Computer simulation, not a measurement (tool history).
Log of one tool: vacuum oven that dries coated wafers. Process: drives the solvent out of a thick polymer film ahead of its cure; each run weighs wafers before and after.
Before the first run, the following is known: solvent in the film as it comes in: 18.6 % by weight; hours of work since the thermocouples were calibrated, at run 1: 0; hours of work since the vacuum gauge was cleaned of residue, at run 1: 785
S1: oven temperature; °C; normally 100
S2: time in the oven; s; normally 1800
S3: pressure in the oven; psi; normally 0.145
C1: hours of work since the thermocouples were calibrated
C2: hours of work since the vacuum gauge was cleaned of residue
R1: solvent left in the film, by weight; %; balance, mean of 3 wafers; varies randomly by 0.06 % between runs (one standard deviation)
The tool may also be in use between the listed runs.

{"run": 1, "day": 0.0, "S1": 100, "S2": 1800, "S3": 0.145, "C1": 0, "C2": 785, "R1": 3.29}
{"run": 2, "day": 2.533, "S1": 100, "S2": 1800, "S3": 0.145, "C1": 30, "C2": 814, "R1": 3.31}
{"run": 3, "day": 4.575, "S1": 100, "S2": 1800, "S3": 0.145, "C1": 53, "C2": 838, "R1": 3.43}
{"run": 4, "day": 9.012, "S1": 100, "S2": 1800, "S3": 0.145, "C1": 105, "C2": 890, "R1": 3.35}
{"run": 5, "day": 12.354, "S1": 100, "S2": 1800, "S3": 0.145, "C1": 144, "C2": 928, "R1": 3.46}
{"run": 6, "day": 14.933, "S1": 100, "S2": 1800, "S3": 0.145, "C1": 174, "C2": 958, "R1": 3.45}
{"run": 7, "day": 17.608, "S1": 100, "S2": 1800, "S3": 0.145, "C1": 205, "C2": 990, "R1": 3.55}
{"run": 8, "day": 20.55, "S1": 100, "S2": 1800, "S3": 0.145, "C1": 239, "C2": 1024, "R1": 3.61}
{"run": 9, "day": 25.412, "S1": 100, "S2": 1800, "S3": 0.145, "C1": 296, "C2": 1080, "R1": 3.55}
{"run": 10, "day": 27.925, "S1": 100, "S2": 1800, "S3": 0.145, "C1": 325, "C2": 1110, "R1": 3.53}
{"run": 11, "day": 30.012, "S1": 94, "S2": 1800, "S3": 0.145, "C1": 349, "C2": 1134, "R1": 5.73}
{"run": 12, "day": 32.462, "S1": 90, "S2": 1800, "S3": 0.145, "C1": 378, "C2": 1163, "R1": 7.55}
{"run": 13, "day": 37.104, "S1": 90, "S2": 1800, "S3": 0.145, "C1": 432, "C2": 1217, "R1": 7.45}
{"run": 14, "day": 39.858, "S1": 86, "S2": 1800, "S3": 0.145, "C1": 464, "C2": 1249, "R1": 9.16}
{"run": 15, "day": 43.988, "S1": 86, "S2": 2700, "S3": 0.145, "C1": 512, "C2": 1297, "R1": 7.13}
{"run": 16, "day": 47.562, "S1": 86, "S2": 2700, "S3": 0.145, "C1": 554, "C2": 1338, "R1": 7.36}
{"run": 17, "day": 52.046, "S1": 86, "S2": 2700, "S3": 0.145, "C1": 606, "C2": 1391, "R1": 7.19}
{"run": 18, "day": 56.175, "S1": 86, "S2": 1560, "S3": 0.145, "C1": 654, "C2": 1439, "R1": 9.79}
{"run": 19, "day": 59.621, "S1": 86, "S2": 1560, "S3": 0.145, "C1": 694, "C2": 1479, "R1": 9.73}
{"run": 20, "day": 62.854, "S1": 86, "S2": 1560, "S3": 0.145, "C1": 732, "C2": 1516, "R1": 9.9}
{"run": 21, "day": 66.904, "S1": 86, "S2": 1560, "S3": 0.145, "C1": 779, "C2": 1564, "R1": 9.87}
{"run": 22, "day": 71.217, "S1": 100, "S2": 2280, "S3": 0.145, "C1": 829, "C2": 1614, "R1": 2.83}
{"run": 23, "day": 74.617, "S1": 100, "S2": 2280, "S3": 0.306, "C1": 869, "C2": 1653, "R1": 3.92}
{"day": 78.3, "done": "oven's thermocouples calibrated"}
{"run": 24, "day": 78.3, "S1": 103, "S2": 1320, "S3": 0.148, "C1": 0, "C2": 1695, "R1": 3.89}
{"run": 25, "day": 80.321, "S1": 103, "S2": 1320, "S3": 0.148, "C1": 24, "C2": 1719, "R1": 4.01}
{"run": 26, "day": 83.988, "S1": 103, "S2": 1320, "S3": 0.148, "C1": 66, "C2": 1762, "R1": 4.03}
{"run": 27, "day": 87.458, "S1": 93, "S2": 3060, "S3": 0.148, "C1": 107, "C2": 1802, "R1": 3.99}
{"run": 28, "day": 89.5, "S1": 100, "S2": 1440, "S3": 0.162, "C1": 130, "C2": 1826, "R1": 4.84}
{"run": 29, "day": 92.304, "S1": 111, "S2": 1260, "S3": 0.112, "C1": 163, "C2": 1858, "R1": 1.75}
{"run": 30, "day": 95.533, "S1": 86, "S2": 1920, "S3": 0.422, "C1": 201, "C2": 1896, "R1": 11.02}
{"run": 31, "day": 99.642, "S1": 86, "S2": 1920, "S3": 0.422, "C1": 248, "C2": 1944, "R1": 11.07}
{"run": 32, "day": 101.817, "S1": 100, "S2": 1800, "S3": 0.249, "C1": 274, "C2": 1969, "R1": 4.47}
{"run": 33, "day": 105.679, "S1": 100, "S2": 1800, "S3": 0.249, "C1": 319, "C2": 2014, "R1": 4.38}
{"run": 34, "day": 107.708, "S1": 100, "S2": 1800, "S3": 0.249, "C1": 342, "C2": 2038, "R1": 4.44}
{"run": 35, "day": 110.779, "S1": 100, "S2": 3240, "S3": 0.379, "C1": 378, "C2": 2073, "R1": 3.64}
{"run": 36, "day": 115.454, "S1": 100, "S2": 3240, "S3": 0.379, "C1": 433, "C2": 2128, "R1": 3.76}

What does the tool deliver on the next run?
{"run": 37, "day": 119.521, "S1": 100, "S2": 1740, "S3": 0.257, "C1": 480, "C2": 2175, "R1": "?"}

Run 37 produced R1 4.68 %.
Without the tool's hidden state the same run would have given R1 4.15 %.

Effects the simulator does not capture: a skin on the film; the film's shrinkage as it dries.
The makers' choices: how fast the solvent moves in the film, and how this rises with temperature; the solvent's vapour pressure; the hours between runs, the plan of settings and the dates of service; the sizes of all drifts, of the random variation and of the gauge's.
